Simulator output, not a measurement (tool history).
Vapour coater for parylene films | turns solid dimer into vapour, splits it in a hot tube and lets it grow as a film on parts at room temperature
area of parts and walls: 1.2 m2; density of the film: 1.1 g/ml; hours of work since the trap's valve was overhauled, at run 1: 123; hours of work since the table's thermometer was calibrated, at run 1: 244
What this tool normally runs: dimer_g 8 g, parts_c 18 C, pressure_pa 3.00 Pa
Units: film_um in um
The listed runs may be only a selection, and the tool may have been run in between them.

run   hour  dimer_g  parts_c  pressure_pa  hours of work since the trap's valve was overhauled  hours of work since the table's thermometer was calibrated  film_um
  1    0.0        8       18         3.00                                                  123                                                         244     3.80
  2   35.7        8       18         3.00                                                  148                                                         268     3.75
  3   70.7        6       18         3.00                                                  172                                                         292     2.80
  4  101.3        6       18         3.00                                                  193                                                         313     2.86
  5  121.7        6       18         3.00                                                  207                                                         327     2.78
  6  143.1        8       18         3.00                                                  221                                                         342     3.76
  7  163.8        8       18         3.00                                                  236                                                         356     3.72
  8  189.2        8       18         3.00                                                  253                                                         374     3.66
  9  220.1        8       18         3.00                                                  274                                                         395     3.68
 10  248.3        8       18         3.00                                                  294                                                         414     3.65
 11  263.2        8       18         5.82                                                  304                                                         424     3.17
 12  283.9        8       18         5.82                                                  318                                                         439     3.18
 13  303.1        8       16         5.82                                                  331                                                         452     3.27
 14  318.0        8       16         5.82                                                  342                                                         462     3.28
     353.1  -- trap's valve overhauled
 15  357.3        8       16         5.82                                                    3                                                         486     3.45
 16  381.5        9       18         3.00                                                   20                                                         503     4.26
 17  410.5        9       18         3.00                                                   39                                                         523     4.29
 18  427.1        8       23         3.00                                                   51                                                         534     3.41
 19  456.0        8       18         3.00                                                   71                                                         554     3.76
 20  492.1        8       18         3.00                                                   95                                                         579     3.77
 21  512.9        8       18         3.00                                                  110                                                         593     3.76
 22  543.2        4       21         4.58                                                  131                                                         614     1.61
 23  566.1        8       15         3.00                                                  146                                                         630     3.92
 24  584.6        6       23         2.30                                                  159                                                         642     2.70
 25  614.6        5       11         6.03                                                  180                                                         663     2.26
 26  629.5        5       11         6.03                                                  190                                                         673     2.30
 27  660.0        5       16        11.16                                                  211                                                         694     1.79
 28  696.0        5       16        11.16                                                  235                                                         719     1.81
 29  731.9        5       16        11.16                                                  260                                                         743     1.78
 30  755.6        3       19         3.00                                                  276                                                         760     1.33
 31  772.3        9       20         4.42                                                  288                                                         771     3.64
 32  789.9        9       20         4.42                                                  300                                                         783     3.63
 33  810.7        7       20         2.13                                                  314                                                         798     3.28
 34  837.2        8       18         2.68                                                  332                                                         816     3.70
 35  855.5        8       23         3.86                                                  345                                                         828     3.11
     884.4  -- trap's valve overhauled
 36  896.0       12       23         3.86                                                    8                                                         853     4.86
 37  920.0        5       18         5.65                                                   24                                                         870     2.10
 38  937.3        6       11         6.28                                                   36                                                         882     2.80
 39  964.5        6       11         6.28                                                   55                                                         900     2.75

Describe how what the log doesn't record of the tool's condition differs between the last listed run preceding each entry between runs and the first listed run following it.
Runs 14 to 15: trap's valve overhauled (hour 353.1)
  vapour lost through the trap's worn valve, %: 5.4 -> 0.4; true temperature of the parts over the reading, C: 0.22 -> 0.23
  measured less the result without the state, film_um: -0.20 -> -0.03 um
Runs 35 to 36: trap's valve overhauled (hour 884.4)
  vapour lost through the trap's worn valve, %: 6 -> 0.3; true temperature of the parts over the reading, C: 0.37 -> 0.38
  measured less the result without the state, film_um: -0.22 -> -0.05 um
